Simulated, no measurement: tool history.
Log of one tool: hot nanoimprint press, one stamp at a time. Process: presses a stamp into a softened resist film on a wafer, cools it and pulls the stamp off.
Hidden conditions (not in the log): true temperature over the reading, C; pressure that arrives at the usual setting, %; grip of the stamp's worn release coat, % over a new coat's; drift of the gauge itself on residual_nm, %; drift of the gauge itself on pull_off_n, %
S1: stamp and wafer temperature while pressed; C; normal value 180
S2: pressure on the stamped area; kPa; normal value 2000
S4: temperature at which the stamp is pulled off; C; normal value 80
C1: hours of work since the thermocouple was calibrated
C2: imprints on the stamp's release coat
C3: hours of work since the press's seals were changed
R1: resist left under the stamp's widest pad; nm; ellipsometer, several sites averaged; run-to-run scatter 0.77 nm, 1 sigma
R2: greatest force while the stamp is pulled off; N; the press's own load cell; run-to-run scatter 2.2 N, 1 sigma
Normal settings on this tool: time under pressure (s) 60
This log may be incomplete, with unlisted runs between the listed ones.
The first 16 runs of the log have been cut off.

-- hour=1146.7 press's hydraulic seals changed and the load cell set to zero
-- hour=1222.5 plate thermocouple calibrated
run 17 hour=1227.9 | S1=177 S2=2000 time_under_pressure_(s)=60 S4=84 | C1=4 C2=1606 C3=58 | R1=177.4 R2=131
run 18 hour=1302.6 | S1=177 S2=1250 time_under_pressure_(s)=31 S4=71 | C1=59 C2=1771 C3=113 | R1=242.8 R2=152
run 19 hour=1347.1 | S1=177 S2=1250 time_under_pressure_(s)=31 S4=71 | C1=92 C2=1870 C3=146 | R1=242.1 R2=161
run 20 hour=1430.9 | S1=177 S2=1210 time_under_pressure_(s)=31 S4=71 | C1=154 C2=2056 C3=208 | R1=241.7 R2=167
run 21 hour=1501.1 | S1=177 S2=1210 time_under_pressure_(s)=31 S4=71 | C1=206 C2=2211 C3=259 | R1=238.6 R2=165
-- hour=1591.7 stamp cleaned and given a new release coat
run 22 hour=1592.9 | S1=177 S2=1210 time_under_pressure_(s)=31 S4=71 | C1=269 C2=2 C3=323 | R1=243.4 R2=110
-- hour=1632.9 plate thermocouple calibrated
run 23 hour=1676.3 | S1=172 S2=1210 time_under_pressure_(s)=44 S4=82 | C1=32 C2=181 C3=382 | R1=256.1 R2=105
run 24 hour=1755.7 | S1=172 S2=1210 time_under_pressure_(s)=44 S4=82 | C1=91 C2=356 C3=441 | R1=254.6 R2=103
run 25 hour=1842.7 | S1=180 S2=1290 time_under_pressure_(s)=59 S4=80 | C1=155 C2=549 C3=505 | R1=189 R2=111
run 26 hour=1907.9 | S1=180 S2=2000 time_under_pressure_(s)=100 S4=82 | C1=203 C2=694 C3=553 | R1=132.2 R2=108
run 27 hour=1984.2 | S1=182 S2=2000 time_under_pressure_(s)=47 S4=81 | C1=259 C2=863 C3=610 | R1=156.7 R2=115
-- hour=2036.1 plate thermocouple calibrated
run 28 hour=2055 | S1=182 S2=2000 time_under_pressure_(s)=47 S4=81 | C1=14 C2=1013 C3=660 | R1=162.5 R2=120
run 29 hour=2110 | S1=182 S2=2000 time_under_pressure_(s)=47 S4=81 | C1=55 C2=1135 C3=700 | R1=160.8 R2=117
run 30 hour=2193 | S1=183 S2=2000 time_under_pressure_(s)=60 S4=68 | C1=116 C2=1319 C3=761 | R1=143.2 R2=150

Below are 3 alternative next runs, each starting from the tool's condition after run 30. Predict each:
run A hour=2244.7 | S1=180 S2=2180 time_under_pressure_(s)=60 S4=80 | C1=154 C2=1434 C3=800 | R1=? R2=?
run B hour=2244.7 | S1=180 S2=2000 time_under_pressure_(s)=47 S4=73 | C1=154 C2=1434 C3=800 | R1=? R2=?
run C hour=2244.7 | S1=188 S2=2000 time_under_pressure_(s)=69 S4=87 | C1=154 C2=1434 C3=800 | R1=? R2=?

run=A R1=155.8 R2=129
run=B R1=172.7 R2=146
run=C R1=110.7 R2=119
Take away the tool's hidden state, keep each run's random variation, and the runs would have read:
run=A R1=155.1 R2=98
run=B R1=172.3 R2=110
run=C R1=110.1 R2=90
